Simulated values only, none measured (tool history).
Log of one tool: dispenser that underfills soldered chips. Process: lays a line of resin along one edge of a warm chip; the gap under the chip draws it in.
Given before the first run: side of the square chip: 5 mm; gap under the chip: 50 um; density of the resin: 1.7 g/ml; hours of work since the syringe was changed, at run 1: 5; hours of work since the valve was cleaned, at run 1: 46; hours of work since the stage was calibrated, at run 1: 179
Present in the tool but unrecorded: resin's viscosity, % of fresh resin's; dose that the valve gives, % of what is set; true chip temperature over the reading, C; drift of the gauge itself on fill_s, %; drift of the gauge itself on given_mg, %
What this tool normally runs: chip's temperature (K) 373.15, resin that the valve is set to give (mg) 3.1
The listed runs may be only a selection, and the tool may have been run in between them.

run	hour	chip's temperature (K)	resin that the valve is set to give (mg)	hours of work since the syringe was changed	hours of work since the valve was cleaned	hours of work since the stage was calibrated	time until the resin shows at the far edge (s)	resin that the valve gave (mg)
1	0	373.15	3.1	5	46	179	24.7	2.95
# hour 2: new syringe of resin
2	5.6	373.15	3.1	3	50	183	22.8	3.03
# hour 10.1: new syringe of resin
3	12.6	373.15	3.1	2	56	188	22.4	2.94
# hour 17.4: new syringe of resin
4	19.4	373.15	3.1	2	60	193	22.3	2.92
# hour 25.2: new syringe of resin
5	27.9	373.15	2.77	2	67	199	23.7	2.63
# hour 33: new syringe of resin
6	37.1	373.15	2.77	3	73	206	25.2	2.63
# hour 40.5: new syringe of resin
7	43	373.15	2.63	2	78	210	23.7	2.42
# hour 48.4: new syringe of resin
8	53	378.15	3.1	3	85	217	19.5	2.89
# hour 56.1: new syringe of resin
# hour 60: dispensing valve cleaned and set on the balance
9	61.8	373.15	3.22	4	1	223	23.8	3.24
# hour 64.9: new syringe of resin
10	67.3	373.15	3.22	2	5	227	22.5	3.22
# hour 72.2: new syringe of resin
11	72.8	373.15	3.68	0	9	231	20.8	3.66
# hour 79.8: new syringe of resin
12	82.4	373.15	2.78	2	16	238	22.7	2.67
# hour 87.5: new syringe of resin
13	93.9	374.15	3.1	5	25	246	23.1	3.03
# hour 95.1: new syringe of resin
# hour 102.9: new syringe of resin
14	104.7	366.15	3.1	1	32	254	29.5	2.98
# hour 110.6: new syringe of resin
15	116.4	366.15	3.1	4	41	263	32.6	2.98
# hour 118: new syringe of resin
16	124.7	366.15	2.62	5	47	269	35.3	2.57
# hour 125.8: new syringe of resin
17	131.1	364.15	3.17	4	52	273	35.9	3.05
# hour 134: new syringe of resin
# hour 141.8: new syringe of resin
18	142.8	369.15	2.78	1	60	282	26.8	2.64
# hour 149.1: new syringe of resin
19	149.1	368.15	3.43	0	65	286	25.8	3.27
# hour 156.5: new syringe of resin
20	159.7	370.15	2.67	2	72	294	28.7	2.61
# hour 163.9: new syringe of resin
21	168.1	364.15	3.58	3	79	300	34.6	3.34
# hour 171.5: new syringe of resin
# hour 178.9: new syringe of resin
22	179.5	364.15	3.58	0	87	308	31.7	3.29
# hour 183.4: dispensing valve cleaned and set on the balance
# hour 187.6: new syringe of resin
# hour 188.6: stage's temperature calibrated
23	191.7	364.15	3.04	2	5	2	33.2	2.99
# hour 196.8: new syringe of resin
24	203	364.15	3.04	5	14	11	36.9	2.97
# hour 204.8: new syringe of resin
25	210.7	385.15	3.48	4	19	16	14.8	3.39
# hour 212.8: new syringe of resin
# hour 220.2: new syringe of resin
26	220.2	385.15	3.48	0	26	23	12.9	3.38
27	225	361.15	2.61	4	30	27	43.6	2.56
# hour 227.5: new syringe of resin
# hour 235.2: new syringe of resin
28	235.2	372.15	3.55	0	37	34	21.7	3.42
29	242	372.15	3.55	5	42	39	25.5	3.45
# hour 243: new syringe of resin
# hour 250.4: new syringe of resin
30	253.5	385.15	3.78	2	50	47	13.2	3.67
# hour 258.1: new syringe of resin
31	264.4	367.15	2.75	5	58	55	33.5	2.64

Consider 3 possible next runs. They are alternatives, not a sequence: every one starts from the tool as it was left by run 31. What does each give?
# hour 265.5: new syringe of resin
# hour 273: new syringe of resin
A	274.4	377.15	3.59	1	65	62	?	?
# hour 265.5: new syringe of resin
# hour 273: new syringe of resin
B	274.4	373.15	2.84	1	65	62	?	?
# hour 265.5: new syringe of resin
# hour 273: new syringe of resin
C	274.4	361.15	3.1	1	65	62	?	?

run	time until the resin shows at the far edge (s)	resin that the valve gave (mg)
A	17.8	3.44
B	22	2.7
C	37.7	2.96
The same runs, with their run-to-run variation unchanged, on a tool lacking any hidden condition would have given:
run	time until the resin shows at the far edge (s)	resin that the valve gave (mg)
A	17.8	3.62
B	21.8	2.84
C	37.7	3.11
